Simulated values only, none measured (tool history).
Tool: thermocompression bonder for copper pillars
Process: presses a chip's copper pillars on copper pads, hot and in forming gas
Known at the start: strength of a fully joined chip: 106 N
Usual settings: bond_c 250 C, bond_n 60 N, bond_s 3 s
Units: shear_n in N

run    hour  bond_c  bond_n  bond_s  shear_n
  1       0     250      60       3     44.5
  2    38.2     250      60       3     43.3
  3    70.9     231      60       3     34.5
  4    98.7     231      60       3     34.7
  5   123.1     231      60       3       34
  6   160.9     231      60       3     32.7
      181.7  -- forming gas filter changed
  7   202.8     231      60       3     35.6
  8   219.8     231      60       3     36.2
  9   245.6     231      60       3     35.5
 10   287.2     231      60       3     34.5
 11   324.7     231      60       3     33.4
 12   354.1     250      60       3     41.1
      373.1  -- forming gas filter changed
 13   395.8     250      60       3     43.9
 14   412.9     250      60       2     37.7
 15     444     250      60       2     36.7
 16   484.5     250      67       3     45.4
      517.2  -- force cell calibrated
 17   520.6     229      60       3     34.4
 18   549.7     250      60       3     42.7
      566.8  -- forming gas filter changed
 19   590.5     250      60       3     44.7
 20   620.5     250      60       3     45.3
 21   637.6     263      60       7       67
 22   664.6     274      78       6     74.4
 23   706.8     227      48       2     25.5
 24   725.4     235      51       4     38.3
      758.2  -- forming gas filter changed
 25   763.9     235      51       4     40.1
 26     802     238      41       8     47.1
 27   835.5     270      60       3     54.3
 28   852.8     233      60       3     37.5
 29     870     233      60       2     31.1
 30   900.4     233      60       2       31
 31   940.3     262      60       7     63.1
      949.3  -- forming gas filter changed
 32   980.7     279      60       7     73.8
 33  1003.2     250      60       5       55
 34  1023.3     250      60       5     54.4
 35  1065.2     250      60       5     52.4
 36  1103.6     250      60       5     52.6
 37  1134.5     268      60       4     55.5
     1141.2  -- forming gas filter changed
 38  1160.9     268      60       4     59.1
 39  1193.2     250      78       2       47

Measured less the same run without the tool's hidden state. The same run-to-run variation is in both; the gauge's scatter may not be:
The hidden state here: true temperature of the bond over the reading, C; force that reaches the chip, % of what is set; oxide that the forming gas leaves, % of the face; drift of the gauge itself on shear_n, %.
run  shear_n
  1     +0.2
  2     -0.3
  3     -0.5
  4     -0.9
  5     -1.2
  6     -1.7
  7     +0.4
  8     +0.3
  9     -0.1
 10     -0.7
 11     -1.1
 12     -2.1
 13     +0.4
 14     +0.2
 15     -0.3
 16     -1.1
 17     +0.6
 18     -0.3
 19     +2.4
 20     +1.9
 21     +1.2
 22     -0.2
 23     +0.7
 24     +0.3
 25     +2.8
 26     +2.5
 27     +1.4
 28     +1.5
 29     +1.2
 30     +0.8
 31     -1.4
 32     +2.2
 33     +2.5
 34     +2.1
 35     +1.1
 36     +0.3
 37     -0.9
 38     +2.9
 39     +2.4
